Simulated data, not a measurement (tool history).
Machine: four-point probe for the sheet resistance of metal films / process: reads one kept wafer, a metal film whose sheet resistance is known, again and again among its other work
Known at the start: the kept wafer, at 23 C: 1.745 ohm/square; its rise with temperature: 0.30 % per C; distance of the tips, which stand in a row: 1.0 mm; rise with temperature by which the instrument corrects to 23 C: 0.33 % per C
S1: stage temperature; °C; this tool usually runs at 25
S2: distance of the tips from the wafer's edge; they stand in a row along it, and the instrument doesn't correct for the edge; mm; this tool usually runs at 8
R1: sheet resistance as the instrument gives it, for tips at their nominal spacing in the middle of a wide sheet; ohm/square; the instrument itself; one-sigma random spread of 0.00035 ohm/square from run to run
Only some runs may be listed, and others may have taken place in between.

run	hour	S1	S2	R1
1	0.0	25	8	1.737432
2	27.6	25	8	1.736749
3	48.0	25	8	1.736879
4	62.6	25	10	1.731250
5	79.5	19	8	1.738724
6	92.7	23	8	1.736260
7	117.7	23	13	1.727465
8	147.1	23	13	1.726315
9	172.0	25	8	1.734535
10	184.8	25	8	1.734495
11	207.4	25	8	1.734142
12	230.0	25	8	1.733975
13	259.8	25	68	1.718581
14	279.5	25	68	1.718515
# hour 288.8: new probe head fitted
15	294.0	25	67	1.738975
16	314.9	24	8	1.753901
17	330.1	24	8	1.753135
18	355.3	32	8	1.749176
19	384.5	21	8	1.754024
20	410.6	21	17	1.741527
21	424.8	21	17	1.742061
22	447.2	25	18	1.738927
23	464.9	25	18	1.739007
24	479.8	32	18	1.735673
25	510.1	35	14	1.736166
26	532.4	35	14	1.735544
27	554.6	29	34	1.733950
28	574.2	23	5	1.771603
29	587.8	23	5	1.772177
30	610.4	20	4	1.792888
31	632.9	31	15	1.735385
32	652.4	20	15	1.739710
33	677.4	18	5	1.772827
34	702.8	18	5	1.772723
35	730.9	18	5	1.771801
36	760.1	18	5	1.771400
37	790.0	22	24	1.734332
38	804.7	25	29	1.731540
39	831.4	32	69	1.727282
40	857.4	23	7	1.750385
41	881.0	20	5	1.768750
42	894.3	31	5	1.763381

Run 43 has not been measured yet. What should we expect?
43	923.5	29	15	?

{"run 43": {"R1": 1.731243}}
Without the tool's hidden state the same run would have given R1 1.746241 ohm/square.
